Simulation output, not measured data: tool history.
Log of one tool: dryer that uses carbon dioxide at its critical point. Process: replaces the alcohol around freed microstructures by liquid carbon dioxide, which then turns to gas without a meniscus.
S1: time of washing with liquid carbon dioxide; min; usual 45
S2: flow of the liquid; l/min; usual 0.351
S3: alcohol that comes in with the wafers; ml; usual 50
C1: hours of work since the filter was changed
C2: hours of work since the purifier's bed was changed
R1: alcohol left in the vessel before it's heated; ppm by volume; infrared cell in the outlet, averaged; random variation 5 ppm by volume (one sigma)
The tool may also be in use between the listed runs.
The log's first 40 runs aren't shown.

run     day  S1     S2  S3   C1    C2   R1
 41    60.3  69  0.245  31  379  1084   66
     60.654  -- inlet filter changed
 42  61.638  37  0.231  31   12  1099  380
 43  62.833  32  0.437  53   26  1114  100
 44    64.9  46  0.299  53   51  1139  110
 45  66.467  56  0.579  24   70  1158   47
 46  67.504  56  0.579  24   82  1170   52
 47  69.217  56  0.515  88  103  1191   38
 48  70.117  56  0.585  88  114  1202   46

3 ways to go on from here, each from the tool as it stands after run 48. What would each give?
  A  71.767  56  0.585  27  134  1221   ?
  B  71.767  49  0.351  50  134  1221   ?
  C  71.767  53  0.387  62  134  1221   ?

run  R1
  A  52
  B  69
  C  60
Without the tool's hidden state the same runs would have given:
run  R1
  A   9
  B  20
  C  15
